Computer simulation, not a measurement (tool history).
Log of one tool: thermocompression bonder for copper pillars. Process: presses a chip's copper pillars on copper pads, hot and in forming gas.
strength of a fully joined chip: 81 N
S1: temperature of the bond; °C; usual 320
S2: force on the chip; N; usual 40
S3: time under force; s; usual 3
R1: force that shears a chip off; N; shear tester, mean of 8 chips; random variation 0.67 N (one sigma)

run	hour	S1	S2	S3	R1
1	0	320	40	3	45
2	51.9	320	40	3	46.1
3	117.4	308	40	3	42.8
4	167.9	308	40	3	39.9
# hour 184.2: forming gas filter changed
5	222.2	320	40	7	57.8
6	278	320	40	7	58.4
7	362	320	40	3	45.3
8	407	320	40	3	44.1
# hour 426: forming gas filter changed
9	480.4	320	40	2	40.5
10	538.3	320	40	2	41.1
11	593.1	320	36	2	38
# hour 660.2: heater calibrated with a thermocouple chip
12	660.2	320	36	2	38.6
# hour 667.8: forming gas filter changed
13	713.5	320	36	2	37.1
14	756.3	320	40	2	39.2
15	803.6	320	40	2	40.1
16	875	320	40	2	39.3
# hour 904: forming gas filter changed
17	941.2	320	40	2	39.2
# hour 978.7: force cell calibrated
18	979	320	40	3	46
19	1052.8	320	40	3	46.8
20	1091.6	320	40	3	43.6
21	1126.7	330	35	6	55.7
# hour 1141: forming gas filter changed
22	1182.6	322	35	5	49.7
23	1254.8	335	25	5	48.2

Forecast run 24:
24	1299.1	317	39	5	?

Run 24 gave R1 50.6 N.
Without the tool's hidden state the same run would have given R1 50.4 N.
